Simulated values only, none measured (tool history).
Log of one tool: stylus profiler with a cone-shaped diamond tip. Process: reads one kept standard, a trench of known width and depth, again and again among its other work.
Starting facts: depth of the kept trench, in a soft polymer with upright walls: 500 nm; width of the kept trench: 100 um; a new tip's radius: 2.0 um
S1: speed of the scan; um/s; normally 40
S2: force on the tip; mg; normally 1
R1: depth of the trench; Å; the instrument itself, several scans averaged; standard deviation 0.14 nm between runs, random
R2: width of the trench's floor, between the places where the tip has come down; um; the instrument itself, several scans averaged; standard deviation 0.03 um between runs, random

{"run": 1, "day": 0.0, "S1": 40, "S2": 1, "R1": 4982.8, "R2": 96.33}
{"run": 2, "day": 1.992, "S1": 40, "S2": 1, "R1": 4981.2, "R2": 96.3}
{"run": 3, "day": 5.008, "S1": 40, "S2": 0.37, "R1": 4965.2, "R2": 96.08}
{"run": 4, "day": 7.171, "S1": 71, "S2": 1, "R1": 4980.6, "R2": 96.09}
{"run": 5, "day": 10.212, "S1": 71, "S2": 1, "R1": 4977.9, "R2": 96.08}
{"run": 6, "day": 14.117, "S1": 71, "S2": 1, "R1": 4977.2, "R2": 96.01}
{"run": 7, "day": 16.025, "S1": 71, "S2": 1, "R1": 4974.9, "R2": 96.01}
{"run": 8, "day": 19.442, "S1": 40, "S2": 0.63, "R1": 4968.1, "R2": 96.11}
{"run": 9, "day": 22.108, "S1": 40, "S2": 2.32, "R1": 4991.8, "R2": 96.26}
{"run": 10, "day": 25.75, "S1": 40, "S2": 1.43, "R1": 4979.1, "R2": 96.2}
{"run": 11, "day": 27.85, "S1": 40, "S2": 1.43, "R1": 4978.7, "R2": 96.21}
{"run": 12, "day": 31.333, "S1": 40, "S2": 1.43, "R1": 4976.3, "R2": 96.19}
{"run": 13, "day": 34.125, "S1": 40, "S2": 0.77, "R1": 4965, "R2": 96.05}
{"day": 34.533, "done": "height scale calibrated on a step standard"}
{"run": 14, "day": 36.942, "S1": 40, "S2": 0.77, "R1": 4924.8, "R2": 96.06}
{"run": 15, "day": 39.533, "S1": 40, "S2": 1, "R1": 4926.2, "R2": 96.1}
{"run": 16, "day": 42.821, "S1": 40, "S2": 1, "R1": 4925.5, "R2": 96.08}
{"day": 46.612, "done": "height scale calibrated on a step standard, once more"}
{"run": 17, "day": 46.612, "S1": 121, "S2": 1, "R1": 5027.3, "R2": 95.42}
{"run": 18, "day": 50.167, "S1": 121, "S2": 1.32, "R1": 5030.2, "R2": 95.51}
{"run": 19, "day": 53.671, "S1": 121, "S2": 1.32, "R1": 5030.2, "R2": 95.57}
{"run": 20, "day": 56.65, "S1": 121, "S2": 0.48, "R1": 5012.7, "R2": 95.1}
{"run": 21, "day": 60.2, "S1": 22, "S2": 1, "R1": 5020.1, "R2": 96.07}
{"run": 22, "day": 62.8, "S1": 40, "S2": 1.19, "R1": 5022.7, "R2": 95.93}
{"run": 23, "day": 66.242, "S1": 10, "S2": 0.34, "R1": 5003.7, "R2": 96.11}
{"run": 24, "day": 69.212, "S1": 27, "S2": 2.14, "R1": 5034.5, "R2": 96.05}
{"run": 25, "day": 72.467, "S1": 96, "S2": 0.51, "R1": 5005.7, "R2": 95.23}
{"run": 26, "day": 75.25, "S1": 40, "S2": 0.61, "R1": 5006, "R2": 95.79}
{"run": 27, "day": 76.938, "S1": 40, "S2": 0.61, "R1": 5008.7, "R2": 95.79}
{"run": 28, "day": 80.404, "S1": 91, "S2": 2.26, "R1": 5027.5, "R2": 95.67}
{"run": 29, "day": 84.304, "S1": 22, "S2": 1.24, "R1": 5017.4, "R2": 95.99}
{"run": 30, "day": 86.546, "S1": 22, "S2": 1.24, "R1": 5012.9, "R2": 95.95}
{"run": 31, "day": 90.658, "S1": 22, "S2": 1.24, "R1": 5013, "R2": 95.92}
{"run": 32, "day": 94.017, "S1": 22, "S2": 1.24, "R1": 5010.1, "R2": 95.97}
{"run": 33, "day": 97.983, "S1": 22, "S2": 1.24, "R1": 5011.7, "R2": 95.86}
{"run": 34, "day": 100.596, "S1": 13, "S2": 0.69, "R1": 4996.9, "R2": 95.85}
{"run": 35, "day": 102.817, "S1": 13, "S2": 0.69, "R1": 4997.5, "R2": 95.89}
{"run": 36, "day": 106.2, "S1": 14, "S2": 0.38, "R1": 4986.9, "R2": 95.81}
{"run": 37, "day": 108.717, "S1": 14, "S2": 0.38, "R1": 4987.6, "R2": 95.85}
{"run": 38, "day": 111.75, "S1": 150, "S2": 1, "R1": 4998, "R2": 94.9}
{"run": 39, "day": 113.496, "S1": 40, "S2": 0.56, "R1": 4991.5, "R2": 95.52}
{"run": 40, "day": 116.133, "S1": 87, "S2": 0.59, "R1": 4989.1, "R2": 95.1}
{"run": 41, "day": 119.85, "S1": 89, "S2": 1.92, "R1": 5009.4, "R2": 95.45}
{"run": 42, "day": 121.729, "S1": 79, "S2": 1.92, "R1": 5010.9, "R2": 95.54}
{"run": 43, "day": 124.208, "S1": 22, "S2": 1.36, "R1": 4997.4, "R2": 95.76}
{"run": 44, "day": 126.146, "S1": 39, "S2": 0.37, "R1": 4979.6, "R2": 95.45}

Below are 5 alternative next runs, each starting from the tool's condition after run 44. Predict each:
{"run": "A", "day": 128.921, "S1": 46, "S2": 0.34, "R1": "?", "R2": "?"}
{"run": "B", "day": 128.921, "S1": 40, "S2": 0.52, "R1": "?", "R2": "?"}
{"run": "C", "day": 128.921, "S1": 24, "S2": 1.96, "R1": "?", "R2": "?"}
{"run": "D", "day": 128.921, "S1": 19, "S2": 1.29, "R1": "?", "R2": "?"}
{"run": "E", "day": 128.921, "S1": 40, "S2": 0.72, "R1": "?", "R2": "?"}

run=A R1=4976.3 R2=95.31
run=B R1=4983.5 R2=95.48
run=C R1=5007 R2=95.72
run=D R1=4997 R2=95.72
run=E R1=4986.5 R2=95.52
With the hidden condition removed and each run's random variation left untouched, the same runs would have given:
run=A R1=5011.1 R2=96.8
run=B R1=5018.3 R2=96.97
run=C R1=5041.9 R2=97.22
run=D R1=5031.9 R2=97.21
run=E R1=5021.4 R2=97.02
